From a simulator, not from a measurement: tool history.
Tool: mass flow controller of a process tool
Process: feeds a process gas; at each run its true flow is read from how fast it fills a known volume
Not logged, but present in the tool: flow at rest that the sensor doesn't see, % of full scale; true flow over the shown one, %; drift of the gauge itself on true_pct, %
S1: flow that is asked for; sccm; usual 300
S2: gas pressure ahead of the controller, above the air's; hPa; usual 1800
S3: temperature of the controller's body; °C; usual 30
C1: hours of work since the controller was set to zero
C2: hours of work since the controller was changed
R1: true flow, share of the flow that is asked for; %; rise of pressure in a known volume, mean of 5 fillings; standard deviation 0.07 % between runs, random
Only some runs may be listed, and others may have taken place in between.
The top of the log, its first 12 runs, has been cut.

{"run": 13, "hour": 847.2, "S1": 118, "S2": 1800, "S3": 30, "C1": 481, "C2": 481, "R1": 97.64}
{"run": 14, "hour": 938.2, "S1": 118, "S2": 1800, "S3": 37, "C1": 514, "C2": 514, "R1": 97.85}
{"run": 15, "hour": 1030.0, "S1": 300, "S2": 1800, "S3": 21, "C1": 547, "C2": 547, "R1": 98.81}
{"run": 16, "hour": 1077.2, "S1": 300, "S2": 1800, "S3": 35, "C1": 564, "C2": 564, "R1": 99.16}
{"run": 17, "hour": 1120.5, "S1": 300, "S2": 1800, "S3": 30, "C1": 579, "C2": 579, "R1": 98.86}
{"run": 18, "hour": 1196.9, "S1": 300, "S2": 1800, "S3": 30, "C1": 606, "C2": 606, "R1": 98.97}
{"run": 19, "hour": 1241.6, "S1": 300, "S2": 1800, "S3": 30, "C1": 622, "C2": 622, "R1": 98.94}
{"run": 20, "hour": 1335.4, "S1": 300, "S2": 2550, "S3": 21, "C1": 656, "C2": 656, "R1": 99.0}
{"run": 21, "hour": 1410.8, "S1": 300, "S2": 1790, "S3": 35, "C1": 683, "C2": 683, "R1": 99.19}
{"run": 22, "hour": 1491.3, "S1": 290, "S2": 1550, "S3": 22, "C1": 712, "C2": 712, "R1": 98.57}
{"hour": 1496.6, "done": "controller's zero set anew"}
{"run": 23, "hour": 1587.7, "S1": 290, "S2": 1670, "S3": 36, "C1": 33, "C2": 746, "R1": 98.81}
{"run": 24, "hour": 1677.3, "S1": 246, "S2": 2300, "S3": 27, "C1": 65, "C2": 778, "R1": 98.32}
{"run": 25, "hour": 1748.3, "S1": 345, "S2": 2110, "S3": 34, "C1": 90, "C2": 804, "R1": 99.21}
{"hour": 1801.5, "done": "controller's zero set anew, once more"}
{"run": 26, "hour": 1811.7, "S1": 366, "S2": 2330, "S3": 29, "C1": 4, "C2": 826, "R1": 99.88}

Run 27 comes next. What will it give?
{"run": 27, "hour": 1882.4, "S1": 173, "S2": 1780, "S3": 22, "C1": 29, "C2": 851, "R1": "?"}

Logged for run 27: R1 98.32 %.
Were there no unlogged condition in the tool, this run, its random variation unchanged, would have produced R1 98.02 %.
